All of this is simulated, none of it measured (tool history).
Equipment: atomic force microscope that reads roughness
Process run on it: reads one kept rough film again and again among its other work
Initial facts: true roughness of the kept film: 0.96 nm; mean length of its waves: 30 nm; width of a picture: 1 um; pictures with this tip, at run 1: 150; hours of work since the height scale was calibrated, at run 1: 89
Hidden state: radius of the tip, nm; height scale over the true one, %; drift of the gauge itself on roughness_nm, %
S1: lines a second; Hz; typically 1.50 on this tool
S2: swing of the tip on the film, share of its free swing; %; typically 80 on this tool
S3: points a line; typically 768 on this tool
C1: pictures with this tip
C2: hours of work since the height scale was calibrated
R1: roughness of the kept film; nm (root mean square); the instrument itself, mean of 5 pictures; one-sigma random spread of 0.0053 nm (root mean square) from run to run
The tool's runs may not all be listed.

run,day,S1,S2,S3,C1,C2,R1
1,0.000,1.50,80,768,150,89,0.891
2,0.446,1.50,80,768,164,94,0.882
3,1.300,1.50,80,768,190,102,0.889
4,2.221,1.50,80,768,219,111,0.878
5,3.025,1.50,80,768,244,119,0.879
6,3.758,1.50,59,768,266,126,0.907
7,4.592,1.50,80,768,292,134,0.879
# day 4.704: new tip fitted
8,5.525,1.50,80,768,26,143,0.887
9,6.117,1.50,62,768,44,148,0.906
10,6.954,1.50,81,319,70,157,0.879
11,7.371,0.82,63,551,83,161,0.927
12,8.383,0.82,63,551,114,170,0.916
13,9.171,0.79,63,1012,139,178,0.924
14,9.838,0.77,63,647,159,185,0.915
15,10.400,1.50,61,768,177,190,0.922
16,10.879,0.53,80,768,191,195,0.900
17,11.533,0.53,62,768,212,201,0.929

Alternative continuations, all from the tool just after run 17; predict every row:
A,12.092,0.52,85,768,229,207,?
B,12.092,0.53,62,504,229,207,?
C,12.092,0.68,56,946,229,207,?
D,12.092,0.50,80,383,229,207,?

run,R1
A,0.913
B,0.919
C,0.910
D,0.906
Take away the tool's hidden state, keep each run's random variation, and the runs would have read:
run,R1
A,0.917
B,0.922
C,0.913
D,0.909

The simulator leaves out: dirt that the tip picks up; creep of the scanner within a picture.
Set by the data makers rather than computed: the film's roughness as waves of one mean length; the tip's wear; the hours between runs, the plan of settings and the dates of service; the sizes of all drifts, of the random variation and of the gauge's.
